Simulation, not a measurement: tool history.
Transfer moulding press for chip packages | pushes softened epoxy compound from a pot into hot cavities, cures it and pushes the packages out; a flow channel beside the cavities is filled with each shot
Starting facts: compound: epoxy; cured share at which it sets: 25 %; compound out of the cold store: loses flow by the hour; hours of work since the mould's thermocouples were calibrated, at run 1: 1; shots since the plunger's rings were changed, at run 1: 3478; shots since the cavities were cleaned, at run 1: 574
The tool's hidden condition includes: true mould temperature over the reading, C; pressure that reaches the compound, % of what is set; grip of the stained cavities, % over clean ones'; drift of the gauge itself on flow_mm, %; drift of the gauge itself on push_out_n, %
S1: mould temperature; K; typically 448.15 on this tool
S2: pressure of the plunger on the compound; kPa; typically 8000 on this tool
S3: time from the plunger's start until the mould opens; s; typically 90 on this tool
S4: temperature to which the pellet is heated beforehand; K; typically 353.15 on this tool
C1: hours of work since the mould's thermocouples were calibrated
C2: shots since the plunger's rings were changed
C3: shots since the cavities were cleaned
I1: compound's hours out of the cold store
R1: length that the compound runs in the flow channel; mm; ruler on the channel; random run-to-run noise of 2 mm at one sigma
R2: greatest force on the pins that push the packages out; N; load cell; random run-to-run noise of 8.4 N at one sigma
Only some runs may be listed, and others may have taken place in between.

run,hour,S1,S2,S3,S4,C1,C2,C3,I1,R1,R2
1,0.0,448.15,8000,90,353.15,1,3478,574,27.1,570,608
2,12.2,448.15,8000,90,353.15,8,3604,700,26.1,567,613
3,17.7,448.15,8000,90,353.15,11,3661,757,25.9,567,619
# hour 27.1: cavities cleaned with cleaning compound and waxed
4,31.0,448.15,8000,90,353.15,18,3782,40,36.9,537,371
5,39.9,448.15,8000,90,351.15,23,3875,133,20.7,580,456
6,47.2,446.15,8000,90,353.15,27,3950,208,43.9,520,488
7,52.9,446.15,8000,90,353.15,31,4009,267,39.2,532,526
8,59.4,448.15,8000,90,353.15,34,4076,334,29.0,554,533
9,70.2,448.15,8000,90,353.15,41,4187,445,15.2,600,541
10,80.1,445.15,8000,90,353.15,46,4290,548,37.9,538,641
11,87.3,445.15,8000,71,350.15,51,4364,622,13.8,609,1150
12,94.3,448.15,8000,124,361.15,55,4436,694,30.1,548,508
13,105.8,448.15,8380,90,348.15,61,4554,812,10.5,626,606
# hour 110.0: cavities cleaned with cleaning compound and waxed
14,113.9,448.15,6010,86,348.15,65,4623,40,34.9,464,408
15,121.4,448.15,6010,86,348.15,70,4701,118,34.2,463,470
16,132.3,448.15,6010,86,348.15,76,4813,230,41.5,451,516
17,141.3,445.15,7610,122,353.15,81,4906,323,17.3,576,452
18,151.0,445.15,7610,122,353.15,87,5006,423,37.7,518,476
19,159.3,445.15,7610,122,353.15,92,5091,508,33.0,533,503
20,165.7,445.15,7610,122,353.15,95,5158,575,14.5,579,498

5 ways to go on from here, each from the tool as it stands after run 20. What would each give?
A,173.8,448.15,8000,92,353.15,100,5242,659,47.6,?,?
B,173.8,448.15,9380,90,353.15,100,5242,659,18.7,?,?
C,173.8,448.15,6400,122,353.15,100,5242,659,33.5,?,?
D,173.8,455.15,7610,122,355.15,100,5242,659,40.1,?,?
E,173.8,441.15,8000,90,353.15,100,5242,659,26.6,?,?

run,R1,R2
A,497,547
B,623,594
C,476,498
D,492,506
E,570,826
Without the tool's hidden state the same runs would have given:
run,R1,R2
A,532,341
B,666,372
C,509,308
D,526,313
E,609,515

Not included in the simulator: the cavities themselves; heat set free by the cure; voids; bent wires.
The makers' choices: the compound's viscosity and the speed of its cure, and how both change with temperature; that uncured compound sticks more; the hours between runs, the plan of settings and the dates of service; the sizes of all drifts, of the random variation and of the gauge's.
